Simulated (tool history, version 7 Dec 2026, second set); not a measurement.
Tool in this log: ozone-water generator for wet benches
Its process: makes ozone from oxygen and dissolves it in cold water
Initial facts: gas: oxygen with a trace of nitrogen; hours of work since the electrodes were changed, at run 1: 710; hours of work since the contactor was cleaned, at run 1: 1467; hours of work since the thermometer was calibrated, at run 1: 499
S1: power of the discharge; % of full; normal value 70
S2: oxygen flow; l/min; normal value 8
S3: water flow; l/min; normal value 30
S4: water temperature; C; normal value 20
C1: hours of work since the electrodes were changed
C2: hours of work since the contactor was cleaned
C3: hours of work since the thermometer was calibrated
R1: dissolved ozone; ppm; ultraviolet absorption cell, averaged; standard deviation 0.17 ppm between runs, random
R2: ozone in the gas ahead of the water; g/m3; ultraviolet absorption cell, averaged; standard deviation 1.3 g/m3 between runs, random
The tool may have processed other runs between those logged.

run	day	S1	S2	S3	S4	C1	C2	C3	R1	R2
1	0	70	8	30	20	710	1467	499	22.3	224.7
2	2.454	70	8	30	20	747	1503	535	21.5	223.9
3	4.517	70	8	30	20	777	1533	565	21.8	222.5
4	6.3	70	8	30	20	803	1560	592	21.8	224.4
5	8.458	70	8	39	20	835	1592	624	17.1	224.4
6	10.333	70	8	39	20	863	1619	651	17.1	224.8
7	11.621	77	8	30	20	882	1638	670	23.7	242.2
8	12.896	70	8	30	20	901	1657	689	22	222.1
9	14.246	70	8	30	20	921	1677	709	21.6	226.4
10	15.846	70	8	30	20	944	1701	733	21.8	223.5
11	18.567	70	8	30	20	985	1741	773	21.9	221.1
12	21.196	70	6.82	30	20	1023	1780	812	21.2	239.8
13	22.817	42	6.82	30	20	1047	1804	836	14.2	161.9
14	25.012	42	6.82	30	20	1080	1836	868	14.3	163
15	27.804	42	6.82	30	20	1121	1877	909	14.3	162.1
16	29.833	70	8	27	20	1151	1907	939	23.6	221.6
17	31.142	70	8	27	20	1170	1927	959	23.3	219.9
18	33.342	63	8	30	13	1203	1959	991	21.6	206.7
19	35.554	63	6.34	19	17	1236	1992	1024	29.5	228.2
20	37.258	63	6.34	19	17	1261	2017	1049	29.2	228.6
21	39.071	63	6.34	19	17	1287	2044	1076	29.3	226.7
22	41.358	70	8	30	22	1321	2078	1110	20.5	222.1
23	43.892	67	9.27	38	22	1359	2115	1147	16.6	199

What does the tool deliver on the next run?
24	46.308	70	10.26	24	20	1394	2151	1183	?	?

{"run 24": {"R1": 25.3, "R2": 197.4}}
With no hidden state in the tool, this same run would have given R1 27.1 ppm, R2 205.5 g/m3.

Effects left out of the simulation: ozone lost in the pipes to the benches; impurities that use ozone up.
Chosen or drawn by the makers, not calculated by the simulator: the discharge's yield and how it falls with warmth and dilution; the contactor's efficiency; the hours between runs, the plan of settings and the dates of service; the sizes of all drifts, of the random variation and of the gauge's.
